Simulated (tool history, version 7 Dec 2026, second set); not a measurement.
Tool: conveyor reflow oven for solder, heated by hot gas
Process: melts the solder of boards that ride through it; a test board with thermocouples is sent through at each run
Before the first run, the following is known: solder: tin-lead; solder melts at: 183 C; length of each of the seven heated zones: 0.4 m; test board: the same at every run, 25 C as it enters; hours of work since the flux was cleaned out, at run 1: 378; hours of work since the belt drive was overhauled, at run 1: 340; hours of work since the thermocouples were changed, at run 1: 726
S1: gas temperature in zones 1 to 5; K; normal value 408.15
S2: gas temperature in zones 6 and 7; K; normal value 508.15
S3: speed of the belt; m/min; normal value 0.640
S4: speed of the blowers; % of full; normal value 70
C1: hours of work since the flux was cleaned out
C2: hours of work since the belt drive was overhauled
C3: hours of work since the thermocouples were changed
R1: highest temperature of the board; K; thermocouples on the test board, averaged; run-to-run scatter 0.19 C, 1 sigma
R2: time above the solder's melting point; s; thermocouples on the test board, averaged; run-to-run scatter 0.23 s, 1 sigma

run 1 hour=0.0 | S1=408.15 S2=508.15 S3=0.640 S4=70 | C1=378 C2=340 C3=726 | R1=493.45 R2=57.6
run 2 hour=12.2 | S1=408.15 S2=508.15 S3=0.705 S4=70 | C1=387 C2=349 C3=735 | R1=489.85 R2=49.4
-- hour=30.1 flux residue cleaned out of gas plates and filters
run 3 hour=30.1 | S1=408.15 S2=508.15 S3=0.705 S4=70 | C1=0 C2=358 C3=745 | R1=488.25 R2=48.3
run 4 hour=40.0 | S1=408.15 S2=508.15 S3=0.705 S4=54 | C1=7 C2=365 C3=752 | R1=482.85 R2=42.4
run 5 hour=57.8 | S1=408.15 S2=508.15 S3=0.620 S4=54 | C1=20 C2=378 C3=765 | R1=487.85 R2=54.4
run 6 hour=65.8 | S1=408.15 S2=508.15 S3=0.620 S4=54 | C1=26 C2=384 C3=771 | R1=488.05 R2=54.7
run 7 hour=78.7 | S1=408.15 S2=508.15 S3=0.620 S4=54 | C1=36 C2=394 C3=780 | R1=487.55 R2=54.5
run 8 hour=92.1 | S1=408.15 S2=509.15 S3=0.567 S4=61 | C1=46 C2=404 C3=790 | R1=494.55 R2=66.3
-- hour=107.1 flux residue cleaned out of gas plates and filters, once more
run 9 hour=113.1 | S1=399.15 S2=508.15 S3=0.759 S4=70 | C1=4 C2=415 C3=802 | R1=488.45 R2=42.6
run 10 hour=126.7 | S1=397.15 S2=508.15 S3=0.640 S4=70 | C1=14 C2=425 C3=812 | R1=494.25 R2=55.5
run 11 hour=136.8 | S1=408.15 S2=522.15 S3=0.640 S4=64 | C1=22 C2=433 C3=819 | R1=506.55 R2=65.9
run 12 hour=151.4 | S1=421.15 S2=522.15 S3=0.556 S4=58 | C1=33 C2=443 C3=830 | R1=510.55 R2=83.1
run 13 hour=167.9 | S1=421.15 S2=522.15 S3=0.533 S4=77 | C1=45 C2=456 C3=842 | R1=516.75 R2=88.5
-- hour=178.0 thermocouples of zones 6 and 7 changed
run 14 hour=179.6 | S1=408.15 S2=508.15 S3=0.705 S4=70 | C1=52 C2=463 C3=1 | R1=491.45 R2=51.3

Predict each of these 5 candidate next runs independently; none follows another, all start after run 14:
run A hour=196.4 | S1=420.15 S2=508.15 S3=0.705 S4=70 | C1=64 C2=475 C3=14 | R1=? R2=?
run B hour=196.4 | S1=408.15 S2=508.15 S3=0.581 S4=70 | C1=64 C2=475 C3=14 | R1=? R2=?
run C hour=196.4 | S1=415.15 S2=508.15 S3=0.705 S4=70 | C1=64 C2=475 C3=14 | R1=? R2=?
run D hour=196.4 | S1=405.15 S2=501.15 S3=0.640 S4=85 | C1=64 C2=475 C3=14 | R1=? R2=?
run E hour=196.4 | S1=395.15 S2=519.15 S3=0.640 S4=70 | C1=64 C2=475 C3=14 | R1=? R2=?

run=A R1=493.85 R2=56.4
run=B R1=497.25 R2=67.9
run=C R1=492.55 R2=54.2
run=D R1=491.15 R2=57.2
run=E R1=502.45 R2=59.9
With no hidden state in the tool, these same runs would have given:
run=A R1=493.35 R2=55.8
run=B R1=496.65 R2=67.1
run=C R1=492.05 R2=53.5
run=D R1=490.65 R2=56.5
run=E R1=501.95 R2=59.3
